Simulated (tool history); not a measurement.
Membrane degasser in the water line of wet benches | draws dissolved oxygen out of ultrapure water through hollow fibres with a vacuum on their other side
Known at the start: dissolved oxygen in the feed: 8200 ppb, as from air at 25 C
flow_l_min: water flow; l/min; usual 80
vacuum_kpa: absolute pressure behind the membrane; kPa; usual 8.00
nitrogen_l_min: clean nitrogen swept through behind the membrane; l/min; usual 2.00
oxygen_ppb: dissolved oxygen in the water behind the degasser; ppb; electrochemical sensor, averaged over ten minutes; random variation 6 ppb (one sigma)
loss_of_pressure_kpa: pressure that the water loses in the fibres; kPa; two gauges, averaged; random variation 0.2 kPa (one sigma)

{"run": 1, "hour": 0.0, "flow_l_min": 80, "vacuum_kpa": 8.0, "nitrogen_l_min": 2.0, "oxygen_ppb": 611.6, "loss_of_pressure_kpa": 46.89}
{"run": 2, "hour": 47.0, "flow_l_min": 80, "vacuum_kpa": 8.0, "nitrogen_l_min": 2.0, "oxygen_ppb": 594.1, "loss_of_pressure_kpa": 46.34}
{"run": 3, "hour": 70.3, "flow_l_min": 80, "vacuum_kpa": 8.0, "nitrogen_l_min": 2.0, "oxygen_ppb": 588.4, "loss_of_pressure_kpa": 46.82}
{"run": 4, "hour": 101.5, "flow_l_min": 80, "vacuum_kpa": 19.15, "nitrogen_l_min": 2.0, "oxygen_ppb": 1292.1, "loss_of_pressure_kpa": 46.59}
{"run": 5, "hour": 142.4, "flow_l_min": 80, "vacuum_kpa": 19.15, "nitrogen_l_min": 2.0, "oxygen_ppb": 1333.5, "loss_of_pressure_kpa": 46.33}
{"run": 6, "hour": 187.8, "flow_l_min": 80, "vacuum_kpa": 13.21, "nitrogen_l_min": 2.0, "oxygen_ppb": 951.3, "loss_of_pressure_kpa": 46.66}
{"run": 7, "hour": 234.0, "flow_l_min": 80, "vacuum_kpa": 8.0, "nitrogen_l_min": 2.41, "oxygen_ppb": 549.4, "loss_of_pressure_kpa": 46.31}
{"run": 8, "hour": 259.1, "flow_l_min": 80, "vacuum_kpa": 8.0, "nitrogen_l_min": 2.41, "oxygen_ppb": 555.8, "loss_of_pressure_kpa": 46.26}
{"run": 9, "hour": 307.7, "flow_l_min": 80, "vacuum_kpa": 8.0, "nitrogen_l_min": 2.41, "oxygen_ppb": 551.6, "loss_of_pressure_kpa": 46.33}
{"run": 10, "hour": 350.4, "flow_l_min": 80, "vacuum_kpa": 8.0, "nitrogen_l_min": 2.41, "oxygen_ppb": 553.0, "loss_of_pressure_kpa": 46.73}
{"run": 11, "hour": 390.3, "flow_l_min": 80, "vacuum_kpa": 8.0, "nitrogen_l_min": 2.41, "oxygen_ppb": 557.8, "loss_of_pressure_kpa": 46.64}
{"run": 12, "hour": 412.7, "flow_l_min": 80, "vacuum_kpa": 8.0, "nitrogen_l_min": 2.41, "oxygen_ppb": 554.1, "loss_of_pressure_kpa": 46.82}
{"run": 13, "hour": 436.9, "flow_l_min": 80, "vacuum_kpa": 8.0, "nitrogen_l_min": 2.41, "oxygen_ppb": 549.6, "loss_of_pressure_kpa": 46.66}
{"run": 14, "hour": 468.9, "flow_l_min": 80, "vacuum_kpa": 8.0, "nitrogen_l_min": 2.0, "oxygen_ppb": 595.6, "loss_of_pressure_kpa": 46.57}
{"run": 15, "hour": 502.9, "flow_l_min": 80, "vacuum_kpa": 8.0, "nitrogen_l_min": 2.0, "oxygen_ppb": 594.6, "loss_of_pressure_kpa": 46.84}
{"run": 16, "hour": 550.0, "flow_l_min": 80, "vacuum_kpa": 8.0, "nitrogen_l_min": 2.0, "oxygen_ppb": 601.4, "loss_of_pressure_kpa": 46.4}
{"run": 17, "hour": 593.3, "flow_l_min": 80, "vacuum_kpa": 14.99, "nitrogen_l_min": 2.0, "oxygen_ppb": 1062.4, "loss_of_pressure_kpa": 46.47}

Run 18 comes next. What will it give?
{"run": 18, "hour": 623.7, "flow_l_min": 80, "vacuum_kpa": 14.99, "nitrogen_l_min": 2.0, "oxygen_ppb": "?", "loss_of_pressure_kpa": "?"}

{"run 18": {"oxygen_ppb": 1079.1, "loss_of_pressure_kpa": 46.82}}
Without the tool's hidden state the same run would have given oxygen_ppb 1079.0 ppb, loss_of_pressure_kpa 46.82 kPa.
